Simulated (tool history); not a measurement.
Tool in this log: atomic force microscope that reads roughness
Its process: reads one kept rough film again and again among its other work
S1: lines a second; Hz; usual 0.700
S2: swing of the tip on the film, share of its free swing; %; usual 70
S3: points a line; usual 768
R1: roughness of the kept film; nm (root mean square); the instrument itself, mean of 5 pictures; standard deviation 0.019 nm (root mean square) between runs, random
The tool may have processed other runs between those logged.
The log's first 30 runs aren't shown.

| run | hour | S1 | S2 | S3 | R1 |
|---|---|---|---|---|---|
|  | 1666.7 | new tip fitted |
| 31 | 1683.0 | 0.700 | 70 | 865 | 4.603 |
| 32 | 1761.0 | 3.660 | 77 | 257 | 3.313 |
| 33 | 1830.9 | 3.660 | 57 | 257 | 3.818 |
|  | 1875.5 | new tip fitted |
| 34 | 1899.6 | 1.039 | 61 | 608 | 4.601 |
| 35 | 1935.5 | 0.602 | 55 | 318 | 4.535 |
| 36 | 1988.6 | 0.602 | 78 | 282 | 4.149 |
| 37 | 2042.6 | 0.700 | 62 | 578 | 4.103 |
| 38 | 2077.4 | 0.921 | 61 | 578 | 3.944 |
|  | 2084.6 | new tip fitted |
| 39 | 2146.5 | 3.276 | 68 | 974 | 3.895 |
| 40 | 2187.0 | 1.654 | 87 | 297 | 3.573 |
| 41 | 2257.3 | 0.843 | 58 | 485 | 4.110 |
|  | 2290.1 | new tip fitted |
| 42 | 2323.4 | 1.872 | 58 | 802 | 4.413 |
| 43 | 2374.2 | 2.239 | 68 | 768 | 3.988 |
| 44 | 2426.3 | 1.823 | 70 | 768 | 3.869 |
| 45 | 2469.0 | 0.700 | 74 | 768 | 3.938 |
|  | 2496.5 | new tip fitted |
| 46 | 2502.2 | 1.528 | 74 | 603 | 4.320 |

Alternative continuations, all from the tool just after run 46; predict every row:
| A | 2559.5 | 1.194 | 79 | 864 | ? |
| B | 2559.5 | 3.404 | 66 | 603 | ? |
| C | 2559.5 | 0.854 | 80 | 842 | ? |
| D | 2559.5 | 2.916 | 85 | 484 | ? |

| run | R1 |
|---|---|
| A | 4.114 |
| B | 3.915 |
| C | 4.235 |
| D | 3.296 |
Take away the tool's hidden state, keep each run's random variation, and the runs would have read:
| run | R1 |
|---|---|
| A | 4.382 |
| B | 4.170 |
| C | 4.511 |
| D | 3.511 |

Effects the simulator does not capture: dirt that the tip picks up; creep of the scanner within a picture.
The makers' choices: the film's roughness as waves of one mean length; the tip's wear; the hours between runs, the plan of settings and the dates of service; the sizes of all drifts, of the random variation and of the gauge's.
